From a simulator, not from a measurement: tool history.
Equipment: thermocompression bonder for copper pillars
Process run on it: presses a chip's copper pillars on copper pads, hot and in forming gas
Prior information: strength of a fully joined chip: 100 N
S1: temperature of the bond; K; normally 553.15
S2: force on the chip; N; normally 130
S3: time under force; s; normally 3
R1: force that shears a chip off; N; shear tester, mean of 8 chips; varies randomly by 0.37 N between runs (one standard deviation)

run   hour      S1   S2  S3    R1
  1    0.0  553.15  130   3  68.3
  2   11.2  553.15  146   3  72.8
  3   22.6  553.15  164   3  77.5
  4   30.3  559.15  164   3  80.4
  5   41.6  559.15  164   3  80.0
  6   47.4  559.15  164   3  80.2
      51.0  -- forming gas filter changed
  7   54.7  559.15  164   3  84.0
  8   68.3  559.15  164   3  83.3
  9   80.7  559.15  164   3  83.6
 10   91.7  559.15  164   3  83.5
 11  102.2  559.15  164   3  82.9
 12  114.0  559.15  164   3  82.6
 13  120.8  559.15  164   3  82.3
 14  128.9  559.15  164   3  82.7
 15  143.1  566.15  101   2  60.8
 16  154.3  566.15  146   2  75.1
 17  161.7  553.15  130   3  69.4
 18  175.3  534.15  130   3  56.4
 19  184.6  534.15  130   3  55.4
 20  196.8  534.15  130   3  55.8
 21  207.4  534.15  130   3  55.3
 22  220.3  550.15   92   3  51.9
 23  232.7  581.15   95   2  65.6
 24  245.1  581.15   80   2  58.6
 25  255.5  526.15   84   2  28.2
 26  263.1  526.15   84   2  28.4
     276.3  -- forming gas filter changed
 27  276.5  526.15  102   5  49.7

Run by run, hidden condition taken away, random variation retained:
Hidden conditions of the tool in this case: true temperature of the bond over the reading, C; force that reaches the chip, % of what is set; oxide that the forming gas leaves, % of the face; drift of the gauge itself on shear_n, %.
run    R1
  1  70.8
  2  75.6
  3  80.8
  4  84.0
  5  83.8
  6  84.1
  7  83.9
  8  83.5
  9  84.0
 10  84.2
 11  83.8
 12  83.7
 13  83.5
 14  84.1
 15  62.0
 16  76.8
 17  71.1
 18  58.1
 19  57.2
 20  57.8
 21  57.4
 22  54.0
 23  68.3
 24  61.2
 25  29.7
 26  30.0
 27  50.0
